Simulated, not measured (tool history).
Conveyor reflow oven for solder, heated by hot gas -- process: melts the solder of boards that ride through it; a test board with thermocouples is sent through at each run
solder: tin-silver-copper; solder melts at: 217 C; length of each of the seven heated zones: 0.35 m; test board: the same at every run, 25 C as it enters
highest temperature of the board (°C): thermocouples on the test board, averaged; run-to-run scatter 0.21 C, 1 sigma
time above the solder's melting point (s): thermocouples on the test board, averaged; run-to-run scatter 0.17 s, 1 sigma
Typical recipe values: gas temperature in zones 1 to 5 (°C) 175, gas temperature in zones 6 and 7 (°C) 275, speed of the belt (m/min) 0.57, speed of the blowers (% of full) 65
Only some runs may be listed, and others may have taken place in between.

run,hour,gas temperature in zones 1 to 5 (°C),gas temperature in zones 6 and 7 (°C),speed of the belt (m/min),speed of the blowers (% of full),highest temperature of the board (°C),time above the solder's melting point (s)
1,0,175,275,0.57,65,254.2,55.8
2,9.5,175,275,0.513,65,258.1,65.3
3,14.5,175,275,0.513,65,257.8,65.4
4,20.7,175,275,0.513,65,258.3,65.5
5,28.7,175,275,0.513,65,258,65.2
6,35.9,175,275,0.513,65,258.1,65.4
7,45.4,175,275,0.513,65,258,65.3
8,55.1,175,275,0.604,65,252.1,50.6
9,63,175,275,0.604,65,252,50.9
10,69.2,175,275,0.474,65,260.1,72.8
11,78.2,175,275,0.471,65,260.6,73.5
12,86.3,175,275,0.471,65,260.4,73.4
13,93.4,175,275,0.471,65,260.9,73.5
14,99.2,175,290,0.57,65,266.5,62.8
15,106.9,175,275,0.662,65,248.1,43.1
16,114.4,175,273,0.662,50,240.4,35.2
17,119.6,163,281,0.57,65,256.6,53.6
18,127.5,163,284,0.518,65,263.2,63.7
19,135.5,163,284,0.518,65,263.4,63.8
20,141.6,162,263,0.57,65,241.8,41.5
21,147.4,163,278,0.592,67,253.3,49.2
22,154.9,171,275,0.54,84,260.2,62.3
23,159.3,171,275,0.54,84,260.1,62.5
24,169.2,171,275,0.665,84,252.5,45.7
25,179,171,275,0.665,84,253.3,45.5
26,185.2,189,271,0.57,65,253.8,61.1
27,192.6,189,277,0.554,65,260,66.7
28,201.6,179,273,0.57,63,252.9,55.9
29,210.1,178,275,0.57,65,255.1,57.1

Forecast each of these 3 alternatives for the next run:
A,217.6,173,275,0.57,65,?,?
B,217.6,177,288,0.57,84,?,?
C,217.6,175,278,0.57,54,?,?

run,highest temperature of the board (°C),time above the solder's melting point (s)
A,253.7,54.7
B,270.6,66
C,252.9,53.6
What these runs would have given with no unlogged condition in the tool:
run,highest temperature of the board (°C),time above the solder's melting point (s)
A,253.8,54.8
B,270.6,66
C,253,53.7
